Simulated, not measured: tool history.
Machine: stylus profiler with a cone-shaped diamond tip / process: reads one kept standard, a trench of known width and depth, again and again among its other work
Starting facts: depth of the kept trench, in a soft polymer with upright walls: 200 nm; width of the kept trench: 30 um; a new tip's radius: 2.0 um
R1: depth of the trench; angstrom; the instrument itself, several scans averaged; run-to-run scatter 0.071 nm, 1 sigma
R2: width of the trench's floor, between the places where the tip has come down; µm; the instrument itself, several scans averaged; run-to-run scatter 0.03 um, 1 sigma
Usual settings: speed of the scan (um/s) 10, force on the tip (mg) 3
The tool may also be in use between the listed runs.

run 1 hour=0 | speed_of_the_scan_(um/s)=10 force_on_the_tip_(mg)=3 | R1=2014 R2=28.21
run 2 hour=91 | speed_of_the_scan_(um/s)=2 force_on_the_tip_(mg)=3 | R1=2013.7 R2=28.29
run 3 hour=179.1 | speed_of_the_scan_(um/s)=2 force_on_the_tip_(mg)=3 | R1=2014.8 R2=28.22
run 4 hour=233.3 | speed_of_the_scan_(um/s)=10 force_on_the_tip_(mg)=3 | R1=2014.6 R2=28.19
run 5 hour=288.2 | speed_of_the_scan_(um/s)=10 force_on_the_tip_(mg)=3 | R1=2015.8 R2=28.16
run 6 hour=376.3 | speed_of_the_scan_(um/s)=10 force_on_the_tip_(mg)=3 | R1=2016.4 R2=28.15
run 7 hour=432.7 | speed_of_the_scan_(um/s)=10 force_on_the_tip_(mg)=3 | R1=2016.1 R2=28.22
run 8 hour=528.3 | speed_of_the_scan_(um/s)=10 force_on_the_tip_(mg)=3 | R1=2016.4 R2=28.13
run 9 hour=592.2 | speed_of_the_scan_(um/s)=10 force_on_the_tip_(mg)=3 | R1=2014.8 R2=28.08
run 10 hour=679 | speed_of_the_scan_(um/s)=10 force_on_the_tip_(mg)=3 | R1=2017 R2=28.09
run 11 hour=733.3 | speed_of_the_scan_(um/s)=10 force_on_the_tip_(mg)=3.2 | R1=2016.5 R2=28.17
run 12 hour=838.8 | speed_of_the_scan_(um/s)=10 force_on_the_tip_(mg)=3.2 | R1=2017.6 R2=28.11
run 13 hour=935.3 | speed_of_the_scan_(um/s)=10 force_on_the_tip_(mg)=3.2 | R1=2017.6 R2=28.04
run 14 hour=983.6 | speed_of_the_scan_(um/s)=21 force_on_the_tip_(mg)=3.2 | R1=2017.8 R2=27.99
run 15 hour=1062.5 | speed_of_the_scan_(um/s)=21 force_on_the_tip_(mg)=3.2 | R1=2018.6 R2=28.02
run 16 hour=1139.9 | speed_of_the_scan_(um/s)=21 force_on_the_tip_(mg)=3.2 | R1=2016.5 R2=28.02
run 17 hour=1247.2 | speed_of_the_scan_(um/s)=21 force_on_the_tip_(mg)=3.2 | R1=2018.6 R2=28.02
run 18 hour=1354.8 | speed_of_the_scan_(um/s)=7 force_on_the_tip_(mg)=3 | R1=2018.6 R2=27.98
run 19 hour=1446.1 | speed_of_the_scan_(um/s)=12 force_on_the_tip_(mg)=3 | R1=2019 R2=27.96
run 20 hour=1542.3 | speed_of_the_scan_(um/s)=34 force_on_the_tip_(mg)=3 | R1=2018.3 R2=27.91
run 21 hour=1647.1 | speed_of_the_scan_(um/s)=34 force_on_the_tip_(mg)=3 | R1=2018.8 R2=27.86
run 22 hour=1740.5 | speed_of_the_scan_(um/s)=34 force_on_the_tip_(mg)=3 | R1=2021.4 R2=27.83
run 23 hour=1824.1 | speed_of_the_scan_(um/s)=34 force_on_the_tip_(mg)=3 | R1=2020.2 R2=27.81
run 24 hour=1893.1 | speed_of_the_scan_(um/s)=12 force_on_the_tip_(mg)=2.07 | R1=2016.4 R2=27.85
run 25 hour=1999.8 | speed_of_the_scan_(um/s)=12 force_on_the_tip_(mg)=2.07 | R1=2016.5 R2=27.93
run 26 hour=2043.3 | speed_of_the_scan_(um/s)=5 force_on_the_tip_(mg)=1.34 | R1=2014 R2=27.94
run 27 hour=2139.8 | speed_of_the_scan_(um/s)=31 force_on_the_tip_(mg)=1.51 | R1=2014.6 R2=27.81
run 28 hour=2220.3 | speed_of_the_scan_(um/s)=31 force_on_the_tip_(mg)=1.51 | R1=2013.4 R2=27.81
run 29 hour=2307.2 | speed_of_the_scan_(um/s)=31 force_on_the_tip_(mg)=1.51 | R1=2014.8 R2=27.73
run 30 hour=2351.1 | speed_of_the_scan_(um/s)=31 force_on_the_tip_(mg)=1.51 | R1=2014.4 R2=27.74
run 31 hour=2423.4 | speed_of_the_scan_(um/s)=2 force_on_the_tip_(mg)=4.67 | R1=2025.6 R2=27.92
run 32 hour=2489.2 | speed_of_the_scan_(um/s)=10 force_on_the_tip_(mg)=8.85 | R1=2036.7 R2=27.84
run 33 hour=2561.2 | speed_of_the_scan_(um/s)=4 force_on_the_tip_(mg)=8.96 | R1=2037.2 R2=27.86
run 34 hour=2656.2 | speed_of_the_scan_(um/s)=12 force_on_the_tip_(mg)=8.58 | R1=2036.5 R2=27.82
run 35 hour=2705.9 | speed_of_the_scan_(um/s)=12 force_on_the_tip_(mg)=8.58 | R1=2038.1 R2=27.86
run 36 hour=2794.9 | speed_of_the_scan_(um/s)=10 force_on_the_tip_(mg)=1.04 | R1=2015 R2=27.79
run 37 hour=2901.6 | speed_of_the_scan_(um/s)=22 force_on_the_tip_(mg)=1.08 | R1=2014.9 R2=27.73
run 38 hour=2949.9 | speed_of_the_scan_(um/s)=24 force_on_the_tip_(mg)=1.77 | R1=2020.3 R2=27.69
run 39 hour=3019.2 | speed_of_the_scan_(um/s)=5 force_on_the_tip_(mg)=4.74 | R1=2028.6 R2=27.72
run 40 hour=3078.9 | speed_of_the_scan_(um/s)=5 force_on_the_tip_(mg)=6.42 | R1=2032.3 R2=27.75
run 41 hour=3140.7 | speed_of_the_scan_(um/s)=2 force_on_the_tip_(mg)=3.45 | R1=2023.8 R2=27.81
run 42 hour=3204.8 | speed_of_the_scan_(um/s)=26 force_on_the_tip_(mg)=1.2 | R1=2015.9 R2=27.65
run 43 hour=3305.3 | speed_of_the_scan_(um/s)=8 force_on_the_tip_(mg)=1.39 | R1=2017.4 R2=27.69
run 44 hour=3352.7 | speed_of_the_scan_(um/s)=10 force_on_the_tip_(mg)=2.99 | R1=2022.8 R2=27.7
run 45 hour=3424.2 | speed_of_the_scan_(um/s)=4 force_on_the_tip_(mg)=1 | R1=2016.4 R2=27.68
run 46 hour=3521.3 | speed_of_the_scan_(um/s)=10 force_on_the_tip_(mg)=5.36 | R1=2032.1 R2=27.69

Each row is a separate what-if for the run after 46, all from the same tool condition, not one after another. Results?
run A hour=3570.8 | speed_of_the_scan_(um/s)=8 force_on_the_tip_(mg)=3 | R1=? R2=?
run B hour=3570.8 | speed_of_the_scan_(um/s)=10 force_on_the_tip_(mg)=8.62 | R1=? R2=?
run C hour=3570.8 | speed_of_the_scan_(um/s)=16 force_on_the_tip_(mg)=1.01 | R1=? R2=?

run=A R1=2024.3 R2=27.68
run=B R1=2040.2 R2=27.71
run=C R1=2015.8 R2=27.65
With no hidden state in the tool, these same runs would have given:
run=A R1=2014.8 R2=28.21
run=B R1=2030.7 R2=28.24
run=C R1=2006.4 R2=28.18
